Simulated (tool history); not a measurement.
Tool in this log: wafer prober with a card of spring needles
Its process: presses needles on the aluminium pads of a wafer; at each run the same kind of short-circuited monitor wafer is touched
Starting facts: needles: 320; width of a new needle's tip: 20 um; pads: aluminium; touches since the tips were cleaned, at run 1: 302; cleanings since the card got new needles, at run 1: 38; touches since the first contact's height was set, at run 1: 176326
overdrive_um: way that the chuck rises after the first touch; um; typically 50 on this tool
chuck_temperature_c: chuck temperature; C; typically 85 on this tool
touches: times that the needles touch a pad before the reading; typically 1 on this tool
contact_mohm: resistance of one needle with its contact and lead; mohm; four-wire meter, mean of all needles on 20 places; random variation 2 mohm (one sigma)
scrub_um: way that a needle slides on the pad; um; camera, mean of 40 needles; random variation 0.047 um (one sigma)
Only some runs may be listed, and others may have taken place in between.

run,hour,overdrive_um,chuck_temperature_c,touches,touches since the tips were cleaned,cleanings since the card got new needles,touches since the first contact's height was set,contact_mohm,scrub_um
1,0.0,50,85,1,302,38,176326,241,11.77
2,9.6,50,85,1,3586,38,179610,327,11.81
# hour 11.8: tips cleaned on abrasive film
3,16.9,50,36,1,1740,39,182069,385,11.57
# hour 24.6: tips cleaned on abrasive film
4,31.2,50,85,1,2267,40,186970,320,11.48
# hour 37.8: tips cleaned on abrasive film
5,41.0,50,85,1,1101,41,190280,279,11.41
# hour 50.2: tips cleaned on abrasive film
6,50.2,50,85,1,0,42,193415,221,11.37
# hour 51.1: tips cleaned on abrasive film, once more
# hour 56.5: height of the first contact set anew
7,59.4,50,85,1,2747,43,1008,294,12.49
# hour 63.8: tips cleaned on abrasive film
8,73.7,50,85,1,3396,44,5863,314,12.48
# hour 77.3: tips cleaned on abrasive film
9,81.7,50,85,1,1509,45,8589,279,12.54
# hour 89.7: tips cleaned on abrasive film
10,96.9,50,85,1,2475,46,13771,302,12.52
# hour 102.9: tips cleaned on abrasive film
11,112.8,50,85,1,3395,47,19160,316,12.50
# hour 116.3: tips cleaned on abrasive film
12,122.7,50,85,1,2187,48,22516,297,12.50
# hour 129.3: tips cleaned on abrasive film
13,132.2,50,85,1,987,49,25745,276,12.47
# hour 142.1: tips cleaned on abrasive film
14,147.3,50,85,1,1796,50,30900,288,12.44
# hour 155.2: tips cleaned on abrasive film
15,157.6,50,85,1,812,51,34386,256,12.41
# hour 167.8: tips cleaned on abrasive film
16,171.6,50,85,1,1291,52,39145,283,12.41
# hour 181.3: tips cleaned on abrasive film
17,187.5,50,98,1,2145,53,44592,303,12.43
# hour 193.9: tips cleaned on abrasive film
18,198.0,56,25,1,1388,54,48129,260,13.84
# hour 206.2: tips cleaned on abrasive film
19,207.3,57,33,2,361,55,51288,211,14.09
20,215.9,56,46,1,3314,55,54241,291,13.87
# hour 219.9: tips cleaned on abrasive film
21,222.8,67,89,2,1005,56,56568,228,16.49
# hour 232.6: tips cleaned on abrasive film
22,233.5,50,25,3,307,57,60201,208,12.34
# hour 245.4: tips cleaned on abrasive film
23,249.1,32,78,1,1276,58,65531,380,7.76
# hour 258.1: tips cleaned on abrasive film
24,259.1,65,103,3,331,59,68900,217,16.11
# hour 270.4: tips cleaned on abrasive film
25,272.8,65,103,3,798,60,73567,221,15.97
# hour 283.3: tips cleaned on abrasive film
26,287.3,34,46,2,1359,61,78518,316,8.21
# hour 296.4: tips cleaned on abrasive film
27,301.4,56,66,2,1708,62,83315,251,13.69
28,308.6,50,85,1,4160,62,85767,336,12.28
# hour 310.0: tips cleaned on abrasive film
# hour 322.4: tips cleaned on abrasive film
29,322.4,50,85,1,0,64,90460,222,12.10
# hour 334.8: tips cleaned on abrasive film
30,338.1,61,91,2,1105,65,95776,229,14.90
# hour 347.3: tips cleaned on abrasive film
31,352.1,59,52,2,1669,66,100565,240,14.36
# hour 359.6: tips cleaned on abrasive film
32,359.8,50,85,3,65,67,103167,217,12.12

Some steps in contact_mohm between neighbouring runs. How much of each would the tool show without its hidden state too (settings, what came in, random variation), and how much is left for the hidden state, with any gauge scatter that isn't in both results?
The hidden state here: debris on the tips, nm; way that the needles fall short of the set height, um; tips' diameter, um; drift of the gauge itself on contact_mohm, %; drift of the gauge itself on scrub_um, %.
Run 22 -> 23: overdrive_um 50 -> 32, chuck_temperature_c 25 -> 78, touches 3 -> 1, tips cleaned on abrasive film. contact_mohm +172 mohm: hidden state +153, all else +19.
Run 23 -> 24: overdrive_um 32 -> 65, chuck_temperature_c 78 -> 103, touches 1 -> 3, tips cleaned on abrasive film. contact_mohm -163 mohm: hidden state -156, all else -7.
Run 28 -> 29: tips cleaned on abrasive film, tips cleaned on abrasive film. contact_mohm -114 mohm: hidden state -117, all else +3.
